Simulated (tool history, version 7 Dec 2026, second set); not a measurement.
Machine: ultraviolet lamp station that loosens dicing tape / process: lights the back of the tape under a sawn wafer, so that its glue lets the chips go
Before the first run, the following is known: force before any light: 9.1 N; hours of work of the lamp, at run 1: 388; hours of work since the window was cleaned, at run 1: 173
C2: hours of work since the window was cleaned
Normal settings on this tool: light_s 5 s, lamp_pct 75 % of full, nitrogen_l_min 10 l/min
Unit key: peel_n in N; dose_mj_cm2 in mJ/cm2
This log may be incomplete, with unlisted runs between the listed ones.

run 1 hour=0 | light_s=5 lamp_pct=75 nitrogen_l_min=10 | hours_of_work_of_the_lamp=388 C2=173 | peel_n=1.73 dose_mj_cm2=224
run 2 hour=40.2 | light_s=5 lamp_pct=75 nitrogen_l_min=6 | hours_of_work_of_the_lamp=409 C2=195 | peel_n=2.191 dose_mj_cm2=215
run 3 hour=106 | light_s=5 lamp_pct=75 nitrogen_l_min=5 | hours_of_work_of_the_lamp=445 C2=230 | peel_n=2.35 dose_mj_cm2=206
run 4 hour=146.9 | light_s=5 lamp_pct=75 nitrogen_l_min=5 | hours_of_work_of_the_lamp=467 C2=252 | peel_n=2.486 dose_mj_cm2=205
run 5 hour=210.2 | light_s=5 lamp_pct=75 nitrogen_l_min=5 | hours_of_work_of_the_lamp=501 C2=286 | peel_n=2.614 dose_mj_cm2=201
run 6 hour=245.7 | light_s=5 lamp_pct=75 nitrogen_l_min=3 | hours_of_work_of_the_lamp=520 C2=306 | peel_n=3.153 dose_mj_cm2=194
run 7 hour=286.7 | light_s=5 lamp_pct=75 nitrogen_l_min=3 | hours_of_work_of_the_lamp=542 C2=328 | peel_n=3.217 dose_mj_cm2=190
run 8 hour=355.6 | light_s=5 lamp_pct=75 nitrogen_l_min=10 | hours_of_work_of_the_lamp=579 C2=365 | peel_n=2.249 dose_mj_cm2=187
run 9 hour=413.6 | light_s=4 lamp_pct=75 nitrogen_l_min=10 | hours_of_work_of_the_lamp=610 C2=396 | peel_n=2.937 dose_mj_cm2=144
run 10 hour=467.4 | light_s=4 lamp_pct=75 nitrogen_l_min=10 | hours_of_work_of_the_lamp=639 C2=425 | peel_n=3.125 dose_mj_cm2=139
run 11 hour=515.2 | light_s=6 lamp_pct=75 nitrogen_l_min=10 | hours_of_work_of_the_lamp=665 C2=451 | peel_n=1.839 dose_mj_cm2=199
run 12 hour=560.7 | light_s=6 lamp_pct=75 nitrogen_l_min=10 | hours_of_work_of_the_lamp=690 C2=475 | peel_n=1.954 dose_mj_cm2=199
-- hour=579.2 lamp changed
run 13 hour=643 | light_s=4 lamp_pct=75 nitrogen_l_min=15 | hours_of_work_of_the_lamp=34 C2=519 | peel_n=1.566 dose_mj_cm2=215
-- hour=649.1 window cleaned of glue's vapour
run 14 hour=699.6 | light_s=4 lamp_pct=61 nitrogen_l_min=15 | hours_of_work_of_the_lamp=65 C2=27 | peel_n=2.268 dose_mj_cm2=168
run 15 hour=733.8 | light_s=4 lamp_pct=61 nitrogen_l_min=15 | hours_of_work_of_the_lamp=83 C2=46 | peel_n=2.283 dose_mj_cm2=164
run 16 hour=772.4 | light_s=9 lamp_pct=61 nitrogen_l_min=11 | hours_of_work_of_the_lamp=104 C2=66 | peel_n=0.639 dose_mj_cm2=363

Run 17 comes next. What will it give?
run 17 hour=829 | light_s=3 lamp_pct=74 nitrogen_l_min=5 | hours_of_work_of_the_lamp=134 C2=97 | peel_n=? dose_mj_cm2=?

Logged for run 17: peel_n 3.662 N, dose_mj_cm2 139 mJ/cm2.
Minus the tool's unlogged condition, the same run would have read peel_n 3.048 N, dose_mj_cm2 169 mJ/cm2.
